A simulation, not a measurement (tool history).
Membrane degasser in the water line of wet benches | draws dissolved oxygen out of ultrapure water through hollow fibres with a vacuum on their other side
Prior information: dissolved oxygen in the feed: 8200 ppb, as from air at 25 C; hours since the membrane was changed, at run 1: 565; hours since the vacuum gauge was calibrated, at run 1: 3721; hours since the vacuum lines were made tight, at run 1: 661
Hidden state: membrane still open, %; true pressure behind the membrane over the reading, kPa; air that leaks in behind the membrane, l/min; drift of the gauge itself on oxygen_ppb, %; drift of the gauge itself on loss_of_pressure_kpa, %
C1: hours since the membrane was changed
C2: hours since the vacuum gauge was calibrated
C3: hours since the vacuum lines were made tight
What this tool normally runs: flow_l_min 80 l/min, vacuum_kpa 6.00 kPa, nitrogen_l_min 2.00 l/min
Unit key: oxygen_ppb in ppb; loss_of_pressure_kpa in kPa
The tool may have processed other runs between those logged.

Run 1, hour 0.0: usual settings; C1 565; C2 3721; C3 661. Result: oxygen_ppb 303.1 ppb, loss_of_pressure_kpa 39.27 kPa.
Run 2, hour 54.1: usual settings; C1 619; C2 3775; C3 715. Result: oxygen_ppb 305.1 ppb, loss_of_pressure_kpa 39.26 kPa.
Run 3, hour 84.2: usual settings but vacuum_kpa 10.05 kPa; C1 649; C2 3805; C3 745. Result: oxygen_ppb 606.5 ppb, loss_of_pressure_kpa 39.35 kPa.
Run 4, hour 121.9: usual settings but vacuum_kpa 10.05 kPa, nitrogen_l_min 2.54 l/min; C1 687; C2 3843; C3 782. Result: oxygen_ppb 514.4 ppb, loss_of_pressure_kpa 39.26 kPa.
Run 5, hour 178.7: usual settings but vacuum_kpa 3.82 kPa; C1 744; C2 3900; C3 839. Result: oxygen_ppb 140.0 ppb, loss_of_pressure_kpa 39.03 kPa.
Run 6, hour 225.3: usual settings but vacuum_kpa 3.82 kPa; C1 790; C2 3946; C3 886. Result: oxygen_ppb 139.9 ppb, loss_of_pressure_kpa 39.13 kPa.
Run 7, hour 260.8: usual settings but vacuum_kpa 3.82 kPa; C1 826; C2 3982; C3 921. Result: oxygen_ppb 140.8 ppb, loss_of_pressure_kpa 39.17 kPa.
Run 8, hour 301.4: usual settings; C1 866; C2 4022; C3 962. Result: oxygen_ppb 310.1 ppb, loss_of_pressure_kpa 39.21 kPa.
Run 9, hour 345.3: usual settings but vacuum_kpa 8.09 kPa; C1 910; C2 4066; C3 1006. Result: oxygen_ppb 461.9 ppb, loss_of_pressure_kpa 39.15 kPa.
Run 10, hour 381.0: usual settings but vacuum_kpa 8.09 kPa; C1 946; C2 4102; C3 1042. Result: oxygen_ppb 461.3 ppb, loss_of_pressure_kpa 39.20 kPa.
Run 11, hour 436.0: usual settings but flow_l_min 71 l/min, nitrogen_l_min 1.20 l/min; C1 1001; C2 4157; C3 1097. Result: oxygen_ppb 356.1 ppb, loss_of_pressure_kpa 34.80 kPa.
Run 12, hour 503.5: usual settings but flow_l_min 53 l/min, vacuum_kpa 4.18 kPa, nitrogen_l_min 1.89 l/min; C1 1068; C2 4224; C3 1164. Result: oxygen_ppb 79.5 ppb, loss_of_pressure_kpa 25.92 kPa.
Run 13, hour 541.3: usual settings but flow_l_min 75 l/min, vacuum_kpa 6.02 kPa; C1 1106; C2 4262; C3 1202. Result: oxygen_ppb 281.3 ppb, loss_of_pressure_kpa 36.75 kPa.
Run 14, hour 608.9: usual settings but flow_l_min 75 l/min, vacuum_kpa 6.02 kPa; C1 1174; C2 4330; C3 1269. Result: oxygen_ppb 279.4 ppb, loss_of_pressure_kpa 36.90 kPa.
Run 15, hour 670.2: usual settings but flow_l_min 113 l/min, vacuum_kpa 12.27 kPa, nitrogen_l_min 5.70 l/min; C1 1235; C2 4391; C3 1331. Result: oxygen_ppb 633.4 ppb, loss_of_pressure_kpa 55.51 kPa.
Run 16, hour 720.1: usual settings but flow_l_min 59 l/min, vacuum_kpa 12.70 kPa, nitrogen_l_min 1.28 l/min; C1 1285; C2 4441; C3 1381. Result: oxygen_ppb 821.0 ppb, loss_of_pressure_kpa 28.98 kPa.
Run 17, hour 755.6: usual settings but flow_l_min 53 l/min, vacuum_kpa 7.52 kPa, nitrogen_l_min 1.28 l/min; C1 1320; C2 4476; C3 1416. Result: oxygen_ppb 371.3 ppb, loss_of_pressure_kpa 26.03 kPa.
Run 18, hour 803.3: usual settings but flow_l_min 53 l/min, vacuum_kpa 7.52 kPa, nitrogen_l_min 1.28 l/min; C1 1368; C2 4524; C3 1464. Result: oxygen_ppb 375.5 ppb, loss_of_pressure_kpa 26.07 kPa.
Run 19, hour 833.1: usual settings but flow_l_min 53 l/min, vacuum_kpa 7.52 kPa, nitrogen_l_min 1.28 l/min; C1 1398; C2 4554; C3 1494. Result: oxygen_ppb 371.9 ppb, loss_of_pressure_kpa 26.01 kPa.

Forecast each of these 4 alternatives for the next run:
Run A, hour 895.4: usual settings but nitrogen_l_min 2.11 l/min; C1 1460; C2 4616; C3 1556. Result: oxygen_ppb ?, loss_of_pressure_kpa ?.
Run B, hour 895.4: usual settings but flow_l_min 68 l/min, vacuum_kpa 6.65 kPa, nitrogen_l_min 1.28 l/min; C1 1460; C2 4616; C3 1556. Result: oxygen_ppb ?, loss_of_pressure_kpa ?.
Run C, hour 895.4: usual settings but flow_l_min 121 l/min; C1 1460; C2 4616; C3 1556. Result: oxygen_ppb ?, loss_of_pressure_kpa ?.
Run D, hour 895.4: usual settings but flow_l_min 53 l/min, vacuum_kpa 5.34 kPa, nitrogen_l_min 2.35 l/min; C1 1460; C2 4616; C3 1556. Result: oxygen_ppb ?, loss_of_pressure_kpa ?.

run  oxygen_ppb  loss_of_pressure_kpa
  A       303.5                 39.14
  B       387.0                 33.24
  C       617.9                 59.52
  D       124.7                 25.89
Had the tool no hidden state, the same runs would have come out as:
run  oxygen_ppb  loss_of_pressure_kpa
  A       286.1                 38.96
  B       366.4                 33.09
  C       592.9                 59.24
  D       114.0                 25.77
